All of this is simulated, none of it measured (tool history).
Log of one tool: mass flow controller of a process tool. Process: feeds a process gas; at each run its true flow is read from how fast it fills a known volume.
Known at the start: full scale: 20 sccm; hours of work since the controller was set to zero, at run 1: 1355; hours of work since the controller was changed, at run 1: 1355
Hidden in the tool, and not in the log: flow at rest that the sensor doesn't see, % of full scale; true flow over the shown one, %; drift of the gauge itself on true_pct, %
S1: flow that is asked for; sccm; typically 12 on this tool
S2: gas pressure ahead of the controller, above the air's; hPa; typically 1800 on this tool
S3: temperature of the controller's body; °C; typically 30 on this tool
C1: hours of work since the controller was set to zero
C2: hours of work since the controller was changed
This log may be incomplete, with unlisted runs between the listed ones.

{"run": 1, "hour": 0.0, "S1": 12, "S2": 1800, "S3": 30, "C1": 1355, "C2": 1355, "true flow (%)": 98.77}
{"run": 2, "hour": 131.0, "S1": 12, "S2": 1800, "S3": 30, "C1": 1443, "C2": 1443, "true flow (%)": 98.86}
{"run": 3, "hour": 192.2, "S1": 12, "S2": 1800, "S3": 30, "C1": 1484, "C2": 1484, "true flow (%)": 98.79}
{"run": 4, "hour": 288.2, "S1": 12, "S2": 1800, "S3": 30, "C1": 1549, "C2": 1549, "true flow (%)": 98.67}
{"run": 5, "hour": 372.3, "S1": 12, "S2": 1800, "S3": 30, "C1": 1606, "C2": 1606, "true flow (%)": 98.66}
{"run": 6, "hour": 494.8, "S1": 12, "S2": 1800, "S3": 30, "C1": 1688, "C2": 1688, "true flow (%)": 98.78}
{"run": 7, "hour": 616.4, "S1": 12, "S2": 1800, "S3": 30, "C1": 1770, "C2": 1770, "true flow (%)": 98.58}
{"run": 8, "hour": 725.0, "S1": 12, "S2": 1800, "S3": 30, "C1": 1843, "C2": 1843, "true flow (%)": 98.63}
{"run": 9, "hour": 842.0, "S1": 12, "S2": 1800, "S3": 30, "C1": 1922, "C2": 1922, "true flow (%)": 98.62}
{"run": 10, "hour": 924.4, "S1": 12, "S2": 1800, "S3": 30, "C1": 1978, "C2": 1978, "true flow (%)": 98.6}
{"run": 11, "hour": 1053.3, "S1": 12, "S2": 1800, "S3": 30, "C1": 2064, "C2": 2064, "true flow (%)": 98.48}
{"run": 12, "hour": 1182.9, "S1": 3, "S2": 1800, "S3": 30, "C1": 2152, "C2": 2152, "true flow (%)": 96.71}
{"hour": 1195.4, "done": "controller's zero set anew"}
{"run": 13, "hour": 1289.9, "S1": 3, "S2": 1800, "S3": 30, "C1": 64, "C2": 2224, "true flow (%)": 96.36}
{"run": 14, "hour": 1389.0, "S1": 2, "S2": 1800, "S3": 30, "C1": 130, "C2": 2290, "true flow (%)": 95.59}
{"run": 15, "hour": 1480.8, "S1": 2, "S2": 1800, "S3": 30, "C1": 192, "C2": 2352, "true flow (%)": 95.43}
{"run": 16, "hour": 1576.1, "S1": 6, "S2": 1800, "S3": 20, "C1": 257, "C2": 2416, "true flow (%)": 97.6}
{"run": 17, "hour": 1660.7, "S1": 6, "S2": 1800, "S3": 20, "C1": 314, "C2": 2473, "true flow (%)": 97.59}
{"run": 18, "hour": 1738.9, "S1": 12, "S2": 2340, "S3": 33, "C1": 366, "C2": 2526, "true flow (%)": 97.94}
{"run": 19, "hour": 1866.5, "S1": 2, "S2": 2340, "S3": 21, "C1": 452, "C2": 2612, "true flow (%)": 95.14}
{"run": 20, "hour": 1959.7, "S1": 3, "S2": 2110, "S3": 35, "C1": 515, "C2": 2675, "true flow (%)": 95.79}
{"hour": 2023.9, "done": "controller's zero set anew, once more"}
{"run": 21, "hour": 2024.5, "S1": 5, "S2": 2550, "S3": 31, "C1": 0, "C2": 2718, "true flow (%)": 97.46}
{"run": 22, "hour": 2083.5, "S1": 7, "S2": 2610, "S3": 38, "C1": 40, "C2": 2758, "true flow (%)": 97.37}
{"run": 23, "hour": 2155.0, "S1": 12, "S2": 2680, "S3": 23, "C1": 88, "C2": 2806, "true flow (%)": 98.28}
{"run": 24, "hour": 2241.3, "S1": 4, "S2": 1800, "S3": 30, "C1": 147, "C2": 2864, "true flow (%)": 97.65}
{"run": 25, "hour": 2335.5, "S1": 2, "S2": 2050, "S3": 25, "C1": 210, "C2": 2928, "true flow (%)": 97.33}
{"run": 26, "hour": 2402.1, "S1": 15, "S2": 2020, "S3": 38, "C1": 255, "C2": 2973, "true flow (%)": 98.56}
{"run": 27, "hour": 2459.1, "S1": 12, "S2": 1630, "S3": 38, "C1": 293, "C2": 3011, "true flow (%)": 98.35}
{"run": 28, "hour": 2582.9, "S1": 3, "S2": 2010, "S3": 23, "C1": 377, "C2": 3094, "true flow (%)": 97.53}
{"run": 29, "hour": 2679.8, "S1": 15, "S2": 1800, "S3": 23, "C1": 442, "C2": 3160, "true flow (%)": 99.09}

Here are 5 independent what-if runs from the current tool condition. What would each one return?
{"run": "A", "hour": 2779.6, "S1": 12, "S2": 2080, "S3": 30, "C1": 509, "C2": 3227, "true flow (%)": "?"}
{"run": "B", "hour": 2779.6, "S1": 19, "S2": 1680, "S3": 37, "C1": 509, "C2": 3227, "true flow (%)": "?"}
{"run": "C", "hour": 2779.6, "S1": 6, "S2": 1800, "S3": 30, "C1": 509, "C2": 3227, "true flow (%)": "?"}
{"run": "D", "hour": 2779.6, "S1": 3, "S2": 2300, "S3": 30, "C1": 509, "C2": 3227, "true flow (%)": "?"}
{"run": "E", "hour": 2779.6, "S1": 12, "S2": 1680, "S3": 23, "C1": 509, "C2": 3227, "true flow (%)": "?"}

run=A true_flow_(%)=98.33
run=B true_flow_(%)=99.07
run=C true_flow_(%)=97.66
run=D true_flow_(%)=97.05
run=E true_flow_(%)=98.63
What these runs would have given with no unlogged condition in the tool:
run=A true_flow_(%)=99.04
run=B true_flow_(%)=99.75
run=C true_flow_(%)=98.44
run=D true_flow_(%)=97.98
run=E true_flow_(%)=99.34

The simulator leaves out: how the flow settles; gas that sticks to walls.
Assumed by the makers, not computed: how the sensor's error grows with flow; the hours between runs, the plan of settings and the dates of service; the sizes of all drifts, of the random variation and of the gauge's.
